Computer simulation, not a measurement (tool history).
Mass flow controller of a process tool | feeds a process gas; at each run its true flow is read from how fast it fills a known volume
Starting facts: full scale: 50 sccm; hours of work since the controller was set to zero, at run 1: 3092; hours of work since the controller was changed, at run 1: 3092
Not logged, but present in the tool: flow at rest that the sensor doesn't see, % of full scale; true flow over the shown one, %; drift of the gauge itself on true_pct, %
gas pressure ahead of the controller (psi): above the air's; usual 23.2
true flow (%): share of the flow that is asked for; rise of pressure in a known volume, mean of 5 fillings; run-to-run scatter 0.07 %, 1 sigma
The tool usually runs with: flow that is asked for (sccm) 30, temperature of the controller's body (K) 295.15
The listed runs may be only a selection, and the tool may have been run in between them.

| run | hour | flow that is asked for (sccm) | gas pressure ahead of the controller (psi) | temperature of the controller's body (K) | hours of work since the controller was set to zero | hours of work since the controller was changed | true flow (%) |
|---|---|---|---|---|---|---|---|
| 1 | 0.0 | 30 | 23.2 | 295.15 | 3092 | 3092 | 97.96 |
| 2 | 109.1 | 30 | 20.9 | 295.15 | 3175 | 3175 | 97.90 |
| 3 | 196.4 | 30 | 20.9 | 295.15 | 3241 | 3241 | 97.85 |
| 4 | 325.6 | 30 | 20.9 | 295.15 | 3339 | 3339 | 97.68 |
| 5 | 431.1 | 9 | 20.9 | 295.15 | 3419 | 3419 | 94.78 |
| 6 | 560.2 | 30 | 23.2 | 297.15 | 3517 | 3517 | 97.48 |
| 7 | 628.5 | 30 | 23.2 | 297.15 | 3569 | 3569 | 97.55 |
| 8 | 717.3 | 30 | 23.2 | 295.15 | 3637 | 3637 | 97.79 |
| 9 | 845.2 | 30 | 23.2 | 304.15 | 3734 | 3734 | 96.82 |
| 10 | 985.3 | 30 | 23.2 | 295.15 | 3840 | 3840 | 97.59 |
| 11 | 1072.5 | 30 | 23.2 | 295.15 | 3906 | 3906 | 97.62 |
| 12 | 1137.4 | 30 | 23.2 | 295.15 | 3955 | 3955 | 97.64 |
| 13 | 1254.9 | 30 | 23.2 | 295.15 | 4044 | 4044 | 97.55 |
| 14 | 1349.9 | 7 | 23.2 | 295.15 | 4117 | 4117 | 93.39 |
| 15 | 1490.4 | 5 | 23.2 | 301.15 | 4223 | 4223 | 91.38 |
| 16 | 1601.5 | 18 | 25.5 | 295.15 | 4307 | 4307 | 96.19 |
| 17 | 1671.4 | 19 | 27.6 | 295.15 | 4360 | 4360 | 96.25 |
| 18 | 1741.8 | 19 | 24.5 | 311.15 | 4414 | 4414 | 95.19 |
| 19 | 1835.8 | 26 | 22.9 | 307.15 | 4485 | 4485 | 96.27 |
| 20 | 1922.2 | 43 | 22.9 | 306.15 | 4551 | 4551 | 97.83 |
| 21 | 2024.3 | 43 | 22.9 | 306.15 | 4628 | 4628 | 97.67 |
| 22 | 2154.9 | 43 | 22.9 | 306.15 | 4727 | 4727 | 97.82 |
| 23 | 2275.2 | 43 | 22.9 | 306.15 | 4819 | 4819 | 97.57 |
| 24 | 2386.3 | 43 | 22.9 | 306.15 | 4903 | 4903 | 97.60 |
| 25 | 2521.2 | 10 | 34.4 | 298.15 | 5005 | 5005 | 93.73 |
| 26 | 2622.0 | 13 | 23.2 | 295.15 | 5082 | 5082 | 94.80 |
| 27 | 2758.0 | 13 | 23.2 | 295.15 | 5185 | 5185 | 94.86 |

5 ways to go on from here, each from the tool as it stands after run 27. What would each give?
| A | 2893.7 | 11 | 23.2 | 304.15 | 5288 | 5288 | ? |
| B | 2893.7 | 45 | 23.2 | 295.15 | 5288 | 5288 | ? |
| C | 2893.7 | 30 | 36.3 | 299.15 | 5288 | 5288 | ? |
| D | 2893.7 | 9 | 23.2 | 300.15 | 5288 | 5288 | ? |
| E | 2893.7 | 6 | 25.4 | 298.15 | 5288 | 5288 | ? |

| run | true flow (%) |
|---|---|
| A | 93.53 |
| B | 98.33 |
| C | 96.62 |
| D | 92.99 |
| E | 91.27 |
Had the tool no hidden state, the same runs would have come out as:
| run | true flow (%) |
|---|---|
| A | 97.17 |
| B | 99.83 |
| C | 98.46 |
| D | 97.25 |
| E | 97.24 |
